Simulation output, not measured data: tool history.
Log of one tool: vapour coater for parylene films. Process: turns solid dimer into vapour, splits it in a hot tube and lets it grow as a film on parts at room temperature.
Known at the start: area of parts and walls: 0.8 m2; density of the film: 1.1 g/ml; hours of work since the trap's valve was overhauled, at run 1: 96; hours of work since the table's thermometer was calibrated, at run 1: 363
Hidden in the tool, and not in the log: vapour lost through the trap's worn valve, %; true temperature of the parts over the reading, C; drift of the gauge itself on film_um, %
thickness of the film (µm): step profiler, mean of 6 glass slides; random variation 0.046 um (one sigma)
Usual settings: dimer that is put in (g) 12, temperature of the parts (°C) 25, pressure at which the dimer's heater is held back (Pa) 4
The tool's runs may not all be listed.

run,hour,dimer that is put in (g),temperature of the parts (°C),pressure at which the dimer's heater is held back (Pa),hours of work since the trap's valve was overhauled,hours of work since the table's thermometer was calibrated,thickness of the film (µm)
1,0,12,25,4,96,363,8.72
2,12.7,12,25,4,106,374,8.67
3,21,12,25,4,113,380,8.65
4,28.5,12,25,4,119,387,8.68
5,38.7,12,36,4,127,395,6.37
6,52.9,12,36,4,139,406,6.36
7,64.3,12,36,4,148,415,6.34
8,73,12,36,4,155,423,6.33
9,80.1,12,25,4,161,428,8.61
10,90.9,12,25,4,169,437,8.56
11,100.3,12,25,4,177,445,8.64
12,110.7,18,25,4,185,453,12.72
13,126.3,18,25,4,198,466,12.89
14,133.4,7,25,4,204,471,5.02
15,144.1,7,25,4,212,480,4.94
16,156.6,12,31,4,222,490,7.22
17,171,11,24,2.9,234,502,8.48
18,183.8,19,19,2.2,244,512,17.58
19,191.2,13,29,5.13,250,518,7.88
20,203.4,20,25,5.45,260,528,13.29
21,219.2,6,25,10.01,273,541,3.61
22,228.3,6,25,10.01,280,548,3.59
23,240,11,28,3.72,290,558,7.16
24,249.9,11,28,3.72,298,566,7.21
25,260.3,7,25,2.35,306,574,5.4
26,276.3,7,25,2.35,319,587,5.36

3 ways to go on from here, each from the tool as it stands after run 26. What would each give?
A,288.5,7,22,8.05,329,597,?
B,288.5,12,25,8.73,329,597,?
C,288.5,18,22,5.13,329,597,?

run,thickness of the film (µm)
A,4.7
B,7.24
C,13.03
Without the tool's hidden state the same runs would have given:
run,thickness of the film (µm)
A,4.95
B,7.64
C,13.75

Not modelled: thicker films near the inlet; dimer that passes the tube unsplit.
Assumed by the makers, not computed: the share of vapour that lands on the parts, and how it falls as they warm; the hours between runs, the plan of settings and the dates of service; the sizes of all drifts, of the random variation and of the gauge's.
